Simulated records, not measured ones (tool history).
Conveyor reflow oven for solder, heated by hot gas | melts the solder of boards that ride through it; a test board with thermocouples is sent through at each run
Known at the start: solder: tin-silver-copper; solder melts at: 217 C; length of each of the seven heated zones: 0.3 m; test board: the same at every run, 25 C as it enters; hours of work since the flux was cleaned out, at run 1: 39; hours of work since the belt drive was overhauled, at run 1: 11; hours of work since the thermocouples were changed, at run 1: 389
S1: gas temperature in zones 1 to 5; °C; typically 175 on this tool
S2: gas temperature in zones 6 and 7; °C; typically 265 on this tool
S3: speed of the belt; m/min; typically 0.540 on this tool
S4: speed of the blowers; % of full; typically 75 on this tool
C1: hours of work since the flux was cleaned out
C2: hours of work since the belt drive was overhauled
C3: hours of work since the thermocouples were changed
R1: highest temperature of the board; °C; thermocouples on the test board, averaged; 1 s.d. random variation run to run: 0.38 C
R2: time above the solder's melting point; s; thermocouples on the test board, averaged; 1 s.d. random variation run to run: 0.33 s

Run 1, hour 0.0: usual settings; C1 39; C2 11; C3 389. Result: R1 249.7 °C, R2 47.8 s.
Run 2, hour 18.1: usual settings but S2 275 °C; C1 50; C2 22; C3 400. Result: R1 257.4 °C, R2 53.0 s.
Run 3, hour 36.7: usual settings but S2 275 °C; C1 62; C2 33; C3 412. Result: R1 257.2 °C, R2 53.6 s.
Run 4, hour 49.4: usual settings but S2 273 °C; C1 70; C2 41; C3 420. Result: R1 255.7 °C, R2 52.4 s.
Run 5, hour 73.6: usual settings but S2 273 °C; C1 85; C2 56; C3 434. Result: R1 255.9 °C, R2 51.9 s.
Run 6, hour 84.9: usual settings but S2 273 °C; C1 92; C2 63; C3 441. Result: R1 255.5 °C, R2 51.6 s.
Run 7, hour 99.9: usual settings; C1 101; C2 72; C3 451. Result: R1 248.8 °C, R2 48.6 s.
Run 8, hour 112.6: usual settings; C1 109; C2 80; C3 458. Result: R1 249.3 °C, R2 47.8 s.
Run 9, hour 125.4: usual settings; C1 116; C2 88; C3 466. Result: R1 248.4 °C, R2 47.7 s.
Run 10, hour 142.2: usual settings; C1 127; C2 98; C3 477. Result: R1 247.9 °C, R2 48.0 s.
Run 11, hour 156.8: usual settings but S1 169 °C; C1 136; C2 107; C3 486. Result: R1 247.5 °C, R2 45.0 s.
Run 12, hour 175.5: usual settings but S1 169 °C; C1 147; C2 118; C3 497. Result: R1 247.1 °C, R2 44.5 s.
Run 13, hour 195.3: usual settings but S2 263 °C; C1 159; C2 131; C3 509. Result: R1 246.7 °C, R2 46.2 s.
Run 14, hour 213.8: usual settings but S2 263 °C; C1 171; C2 142; C3 521. Result: R1 246.4 °C, R2 46.3 s.
Run 15, hour 225.0: usual settings but S1 176 °C; C1 178; C2 149; C3 527. Result: R1 247.9 °C, R2 47.8 s.
Run 16, hour 247.3: usual settings but S2 274 °C; C1 191; C2 163; C3 541. Result: R1 254.8 °C, R2 52.0 s.
Run 17, hour 265.9: usual settings but S2 274 °C; C1 203; C2 174; C3 553. Result: R1 255.0 °C, R2 51.6 s.
Run 18, hour 285.7: usual settings but S1 178 °C, S2 256 °C, S3 0.442 m/min; C1 215; C2 186; C3 565. Result: R1 246.2 °C, R2 60.0 s.
Run 19, hour 299.3: usual settings but S1 164 °C, S2 270 °C, S3 0.576 m/min, S4 61 % of full; C1 223; C2 195; C3 573. Result: R1 244.2 °C, R2 36.4 s.
Run 20, hour 321.6: usual settings but S1 170 °C, S2 270 °C, S3 0.469 m/min, S4 66 % of full; C1 237; C2 208; C3 587. Result: R1 253.7 °C, R2 58.1 s.
Run 21, hour 340.0: usual settings but S2 276 °C, S3 0.583 m/min; C1 248; C2 220; C3 598. Result: R1 253.4 °C, R2 46.6 s.
Run 22, hour 365.1: usual settings but S2 276 °C, S3 0.583 m/min; C1 264; C2 235; C3 614. Result: R1 253.6 °C, R2 46.1 s.
Run 23, hour 376.5: usual settings but S1 169 °C, S3 0.441 m/min; C1 271; C2 242; C3 621. Result: R1 252.2 °C, R2 60.7 s.
Run 24, hour 392.2: usual settings but S1 169 °C, S2 254 °C, S3 0.447 m/min; C1 280; C2 252; C3 630. Result: R1 242.8 °C, R2 51.5 s.
Run 25, hour 403.0: usual settings but S1 187 °C, S2 277 °C; C1 287; C2 258; C3 637. Result: R1 260.0 °C, R2 57.7 s.
Run 26, hour 428.6: usual settings but S1 187 °C, S2 277 °C; C1 303; C2 274; C3 653. Result: R1 259.2 °C, R2 58.1 s.
Run 27, hour 452.1: usual settings but S4 64 % of full; C1 317; C2 288; C3 667. Result: R1 244.9 °C, R2 43.6 s.
Run 28, hour 477.8: usual settings but S1 184 °C, S2 266 °C, S3 0.492 m/min, S4 57 % of full; C1 333; C2 304; C3 683. Result: R1 249.4 °C, R2 56.0 s.
Run 29, hour 495.9: usual settings but S4 51 % of full; C1 344; C2 315; C3 694. Result: R1 241.9 °C, R2 40.9 s.
At hour 509.6: flux residue cleaned out of gas plates and filters.
Run 30, hour 526.1: usual settings but S4 51 % of full; C1 10; C2 331; C3 709. Result: R1 245.3 °C, R2 45.3 s.

4 options for the next run, each taken on its own from the tool as it stands now. Forecast them:
Run A, hour 544.9: usual settings but S1 167 °C, S2 255 °C, S3 0.633 m/min, S4 51 % of full; C1 22; C2 342; C3 721. Result: R1 ?, R2 ?.
Run B, hour 544.9: usual settings but S4 56 % of full; C1 22; C2 342; C3 721. Result: R1 ?, R2 ?.
Run C, hour 544.9: usual settings but S1 181 °C, S2 267 °C, S4 51 % of full; C1 22; C2 342; C3 721. Result: R1 ?, R2 ?.
Run D, hour 544.9: usual settings but S3 0.431 m/min, S4 65 % of full; C1 22; C2 342; C3 721. Result: R1 ?, R2 ?.

run     R1    R2
  A  229.8  20.1
  B  247.3  45.7
  C  248.7  47.9
  D  254.7  66.3
Take away the tool's hidden state, keep each run's random variation, and the runs would have read:
run     R1    R2
  A  229.3  19.4
  B  246.8  45.1
  C  248.2  47.3
  D  254.2  65.5
